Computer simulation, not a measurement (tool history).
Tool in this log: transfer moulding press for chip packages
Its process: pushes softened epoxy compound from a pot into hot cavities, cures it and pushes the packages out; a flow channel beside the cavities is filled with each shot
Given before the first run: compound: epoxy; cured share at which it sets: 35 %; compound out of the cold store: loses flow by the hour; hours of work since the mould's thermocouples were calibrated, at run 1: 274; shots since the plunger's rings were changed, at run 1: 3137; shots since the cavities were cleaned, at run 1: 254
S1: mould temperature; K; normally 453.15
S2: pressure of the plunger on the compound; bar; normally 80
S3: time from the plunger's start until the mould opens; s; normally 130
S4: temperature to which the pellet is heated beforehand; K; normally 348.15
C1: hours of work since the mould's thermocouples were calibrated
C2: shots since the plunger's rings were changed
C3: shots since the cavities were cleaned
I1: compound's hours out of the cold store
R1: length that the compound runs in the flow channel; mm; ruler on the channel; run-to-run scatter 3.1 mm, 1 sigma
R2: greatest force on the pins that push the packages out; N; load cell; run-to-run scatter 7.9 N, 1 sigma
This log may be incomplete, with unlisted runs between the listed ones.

run,hour,S1,S2,S3,S4,C1,C2,C3,I1,R1,R2
1,0,453.15,80,130,348.15,274,3137,254,20.5,791,459
2,9.4,453.15,80,135,348.15,278,3197,314,22.8,780,453
3,19.6,453.15,91.3,130,348.15,283,3263,380,45.7,752,478
4,32.7,453.15,91.3,130,348.15,289,3347,464,29.1,813,488
5,47.6,453.15,91.3,130,348.15,296,3442,559,14.7,865,517
6,65.5,453.15,91.3,130,348.15,304,3557,674,34.5,789,533
7,82.8,453.15,91.3,130,348.15,312,3668,785,36,781,541
8,98.5,453.15,80,138,348.15,319,3769,886,37.3,727,529
9,116.1,453.15,63.4,130,348.15,327,3882,999,23.7,687,578
10,128.8,453.15,63.4,130,348.15,333,3964,1081,31.1,665,580
11,139.6,453.15,63.4,130,348.15,338,4033,1150,34.3,650,575
# hour 148.8: cavities cleaned with cleaning compound and waxed
12,157.8,453.15,63.4,130,348.15,346,4140,58,29.3,668,372
13,172.7,453.15,63.4,130,348.15,353,4236,154,47.2,617,418
14,188.8,453.15,63.4,130,348.15,360,4340,258,21,699,450
15,201.6,454.15,87.9,145,357.15,366,4421,339,32.4,776,422
# hour 204.8: mould's thermocouples calibrated
16,219.2,454.15,93.5,145,357.15,7,4522,440,23.4,831,434
17,236,453.15,80,150,348.15,14,4629,547,47,696,461
18,245.1,455.15,80,113,348.15,19,4688,606,30.3,737,545
19,264.8,459.15,90.6,153,348.15,28,4814,732,20,800,433
20,278.7,459.15,90.6,153,348.15,34,4904,822,13.9,821,462
21,289.3,459.15,90.6,119,343.15,39,4972,890,21.5,793,496
22,301.7,459.15,90.6,119,343.15,45,5051,969,43.3,724,521
# hour 312.6: mould's thermocouples calibrated, once more
23,313.9,459.15,90.6,119,343.15,1,5117,1035,10.6,844,538
24,332.4,459.15,90.6,119,343.15,9,5235,1153,28.4,777,527
# hour 341.1: cavities cleaned with cleaning compound and waxed
25,351.2,455.15,67.2,122,343.15,17,5346,64,16.4,723,375
26,361.7,455.15,67.2,122,343.15,22,5414,132,12.8,739,400
27,372.9,454.15,93.1,134,348.15,27,5486,204,13.9,856,422
28,386,455.15,80,157,348.15,33,5570,288,48,683,394

Branching from run 28: 3 alternative next runs. What would each branch give?
A,398.1,452.15,80,115,355.15,39,5648,366,25.1,?,?
B,398.1,452.15,80,130,341.15,39,5648,366,32.2,?,?
C,398.1,455.15,86.9,126,348.15,39,5648,366,24.2,?,?

run,R1,R2
A,766,614
B,739,507
C,786,477
With the hidden condition removed and each run's random variation left untouched, the same runs would have given:
run,R1,R2
A,796,430
B,767,360
C,816,338

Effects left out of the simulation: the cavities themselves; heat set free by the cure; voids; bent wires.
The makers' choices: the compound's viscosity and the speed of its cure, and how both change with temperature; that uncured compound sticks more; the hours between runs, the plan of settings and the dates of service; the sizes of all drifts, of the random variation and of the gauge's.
